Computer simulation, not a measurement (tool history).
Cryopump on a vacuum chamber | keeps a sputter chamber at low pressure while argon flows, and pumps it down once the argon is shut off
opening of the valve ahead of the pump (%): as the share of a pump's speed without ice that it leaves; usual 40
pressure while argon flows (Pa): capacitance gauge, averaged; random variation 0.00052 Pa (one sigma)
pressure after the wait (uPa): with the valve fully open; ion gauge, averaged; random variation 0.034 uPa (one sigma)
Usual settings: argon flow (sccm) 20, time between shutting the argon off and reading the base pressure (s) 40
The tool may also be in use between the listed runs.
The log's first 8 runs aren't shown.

run	day	argon flow (sccm)	time between shutting the argon off and reading the base pressure (s)	opening of the valve ahead of the pump (%)	hours of work since the pump was warmed up and emptied	hours of work since the cold head was overhauled	hours of work since the chamber's fittings were tightened	pressure while argon flows (Pa)	pressure after the wait (uPa)
9	4.188	20	40	40	227	227	2440	0.039	3.39
10	4.554	20	40	35	231	231	2445	0.0458	3.57
11	4.962	20	40	35	236	236	2449	0.045	3.45
12	5.288	20	40	15	240	240	2453	0.106	3.44
13	5.738	20	40	42	245	245	2459	0.038	3.49
14	6.25	20	105	40	251	251	2465	0.0399	2.39
15	6.717	20	62	40	257	257	2470	0.0398	2.85
16	7.129	20	62	40	261	261	2475	0.0404	2.87
17	7.438	20	44	40	265	265	2479	0.0407	3.34
18	8.029	12	69	40	272	272	2486	0.0234	2.72
19	8.554	37	100	22	278	278	2492	0.1331	2.45
20	9.225	8	39	24	286	286	2500	0.0261	3.54
21	9.667	16	58	40	291	291	2505	0.0327	2.96
22	10.008	20	31	40	295	295	2509	0.0407	4.07
23	10.367	20	38	38	299	299	2513	0.042	3.65
24	10.888	20	36	15	306	306	2519	0.1057	3.71
25	11.404	29	268	50	312	312	2525	0.0473	2.06
26	11.688	31	34	20	315	315	2528	0.1221	3.74
27	12.104	9	34	47	320	320	2533	0.0153	3.85
28	12.646	10	27	23	326	326	2540	0.0351	4.46
29	13.196	10	27	23	333	333	2546	0.0343	4.27
30	13.871	10	23	23	341	341	2554	0.0353	4.94
31	14.408	33	35	20	347	347	2560	0.1319	3.81
32	14.971	17	72	16	354	354	2567	0.0828	2.87
33	15.325	23	24	16	358	358	2571	0.1134	4.74

4 ways to go on from here, each from the tool as it stands after run 33. What would each give?
A	15.717	23	98	16	362	362	2576	?	?
B	15.717	10	24	16	362	362	2576	?	?
C	15.717	11	40	40	362	362	2576	?	?
D	15.717	24	183	40	362	362	2576	?	?

run	pressure while argon flows (Pa)	pressure after the wait (uPa)
A	0.1122	2.53
B	0.0488	4.64
C	0.0226	3.56
D	0.0493	2.27
Without the tool's hidden state the same runs would have given:
run	pressure while argon flows (Pa)	pressure after the wait (uPa)
A	0.1101	0.81
B	0.0479	2.94
C	0.0215	1.81
D	0.0471	0.53
